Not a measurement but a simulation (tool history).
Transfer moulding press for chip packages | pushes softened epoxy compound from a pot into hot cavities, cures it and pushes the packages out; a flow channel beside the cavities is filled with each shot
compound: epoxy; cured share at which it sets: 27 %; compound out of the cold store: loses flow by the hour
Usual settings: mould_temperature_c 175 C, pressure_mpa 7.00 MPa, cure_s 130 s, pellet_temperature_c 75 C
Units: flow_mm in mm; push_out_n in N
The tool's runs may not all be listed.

run   hour  mould_temperature_c  pressure_mpa  cure_s  pellet_temperature_c  incoming compound's hours out of the cold store  flow_mm  push_out_n
  1    0.0                  175          7.00     130                    75                                             22.2      709         521
      15.4  -- cavities cleaned with cleaning compound and waxed
  2   18.1                  175          7.00     130                    75                                             19.3      722         352
  3   36.5                  175          5.64     130                    75                                             46.0      573         407
  4   59.6                  175          5.64     130                    75                                             42.2      582         471
  5   73.0                  175          7.00     135                    75                                             38.7      659         497
  6   87.3                  175          6.42     135                    75                                             21.8      680         519
      90.7  -- cavities cleaned with cleaning compound and waxed
  7  115.8                  175          6.42     135                    75                                             25.9      667         417
  8  129.7                  175          6.42     135                    75                                             43.1      617         442
  9  160.5                  175          6.42     135                    75                                             11.1      711         522
     166.9  -- cavities cleaned with cleaning compound and waxed
 10  181.7                  175          7.00     130                    76                                             45.4      631         385
 11  196.7                  175          7.00     130                    76                                             39.1      649         437
 12  216.1                  175          7.00     130                    76                                              9.0      740         509
     240.9  -- cavities cleaned with cleaning compound and waxed
 13  241.9                  181          7.00     130                    76                                             39.4      628         284
 14  256.5                  175          7.78     130                    75                                             15.5      761         387
 15  275.1                  175          7.22     120                    75                                             21.9      707         495
 16  297.9                  175          7.22     120                    75                                             35.9      667         566
     316.0  -- cavities cleaned with cleaning compound and waxed
 17  324.5                  176          8.73     164                    68                                             36.3      722         300
 18  340.9                  178          7.00     130                    75                                             43.1      619         381
 19  360.1                  175          7.00     155                    75                                             15.2      715         421
 20  387.1                  182          7.22     155                    75                                             30.4      649         440
     391.4  -- cavities cleaned with cleaning compound and waxed
 21  401.9                  182          7.22     155                    75                                             16.9      689         312
 22  416.0                  172          5.80     130                    75                                             46.3      565         454
 23  429.3                  182          6.38     130                    81                                             26.7      617         381
 24  459.8                  177          6.06     130                    80                                             25.9      622         474
     465.6  -- cavities cleaned with cleaning compound and waxed
 25  489.9                  177          6.06     130                    80                                             31.6      606         381
 26  504.4                  175          7.33     130                    72                                             33.5      665         448
     521.8  -- plunger's sealing rings changed
 27  524.6                  175          8.55     130                    74                                             22.7      800         496

5 ways to go on from here, each from the tool as it stands after run 27. What would each give?
     542.3  -- cavities cleaned with cleaning compound and waxed
  A  542.3                  176          8.26     130                    82                                             45.7        ?           ?
     542.3  -- cavities cleaned with cleaning compound and waxed
  B  542.3                  175          8.45     130                    75                                             43.6        ?           ?
     542.3  -- cavities cleaned with cleaning compound and waxed
  C  542.3                  173          8.55     130                    74                                             26.0        ?           ?
     542.3  -- cavities cleaned with cleaning compound and waxed
  D  542.3                  175          7.00     111                    83                                             15.1        ?           ?
     542.3  -- cavities cleaned with cleaning compound and waxed
  E  542.3                  176          8.55     130                    74                                             38.2        ?           ?

run  flow_mm  push_out_n
  A      709         314
  B      726         335
  C      806         378
  D      755         435
  E      739         314
Without the tool's hidden state the same runs would have given:
run  flow_mm  push_out_n
  A      714         317
  B      731         341
  C      811         390
  D      761         453
  E      744         318
